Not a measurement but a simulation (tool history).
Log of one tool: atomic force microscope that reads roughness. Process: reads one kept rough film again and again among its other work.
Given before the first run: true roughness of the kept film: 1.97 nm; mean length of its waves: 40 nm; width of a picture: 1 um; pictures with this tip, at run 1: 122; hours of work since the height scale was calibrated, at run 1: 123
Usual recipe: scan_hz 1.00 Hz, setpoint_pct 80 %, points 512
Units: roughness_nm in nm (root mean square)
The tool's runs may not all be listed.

run	hour	scan_hz	setpoint_pct	points	pictures with this tip	hours of work since the height scale was calibrated	roughness_nm
1	0.0	1.00	80	512	122	123	1.741
2	7.5	1.00	69	512	129	128	1.757
3	12.4	1.00	69	512	134	131	1.742
4	19.2	1.00	69	512	141	135	1.737
5	22.9	0.63	80	512	144	137	1.750
6	29.9	1.39	80	512	151	141	1.703
# hour 35.6: new tip fitted
7	38.5	1.39	80	512	3	145	1.793
8	45.0	1.39	79	512	9	149	1.795
9	53.2	1.39	79	512	18	154	1.785
10	60.9	1.39	79	512	25	158	1.775
11	67.8	1.39	79	512	32	162	1.775
12	76.4	1.00	72	512	40	167	1.807
13	85.1	1.00	72	512	49	172	1.814
14	90.7	1.00	72	512	54	176	1.794
# hour 92.5: height scale calibrated on a step standard
15	100.8	1.00	72	512	63	5	1.794
16	105.1	1.00	72	512	68	7	1.795
17	108.7	1.00	87	512	71	9	1.752
18	113.4	1.00	80	512	76	12	1.761
19	119.6	1.00	80	512	82	16	1.769
20	123.5	1.00	80	512	86	18	1.748
21	128.9	1.00	80	512	91	21	1.763
22	135.2	1.00	80	512	97	25	1.752
23	144.0	2.73	80	512	106	30	1.625
# hour 146.4: height scale calibrated on a step standard, once more
24	154.2	2.73	80	512	115	4	1.628
25	159.8	2.73	80	512	121	8	1.602
26	168.9	0.57	67	691	130	13	1.745
27	176.9	1.37	65	550	137	18	1.741
28	180.6	2.03	79	324	141	20	1.659
29	188.4	3.70	65	512	149	24	1.683
30	192.4	3.70	65	512	153	27	1.678
# hour 196.5: new tip fitted
31	199.6	1.00	72	530	3	30	1.828
32	208.1	0.50	80	512	12	35	1.834
33	213.4	0.50	80	512	17	38	1.848
34	221.8	1.00	87	957	25	43	1.776
35	227.6	1.79	67	921	31	47	1.798
36	233.4	2.48	73	269	37	50	1.727
37	241.4	2.73	86	269	44	55	1.602
38	249.6	0.77	63	370	53	59	1.813
39	258.2	1.84	57	506	61	64	1.804
40	262.6	0.56	86	506	65	67	1.799
41	270.2	1.00	76	296	73	71	1.768
42	274.2	1.00	76	296	77	73	1.759
43	281.0	1.12	78	512	83	77	1.764

Take each entry between the runs: how does the hidden state at the last listed run before it differ from the hidden state at the first listed run after it?
From run 6 to run 7: new tip fitted (hour 35.6)
  radius of the tip, nm: 20.8 -> 7.7
  measured less the result without the state, roughness_nm: -0.113 -> -0.008 nm (root mean square)
From run 14 to run 15: height scale calibrated on a step standard (hour 92.5)
  radius of the tip, nm: 12.3 -> 13.1; height scale over the true one, %: -0.12 -> -0.19
  measured less the result without the state, roughness_nm: -0.048 -> -0.055 nm (root mean square)
From run 23 to run 24: height scale calibrated on a step standard, once more (hour 146.4)
  radius of the tip, nm: 17 -> 17.8; height scale over the true one, %: -0.21 -> -0.34
  measured less the result without the state, roughness_nm: -0.080 -> -0.088 nm (root mean square)
From run 30 to run 31: new tip fitted (hour 196.5)
  radius of the tip, nm: 21.2 -> 7.9; height scale over the true one, %: -0.35 -> -0.36
  measured less the result without the state, roughness_nm: -0.118 -> -0.014 nm (root mean square)
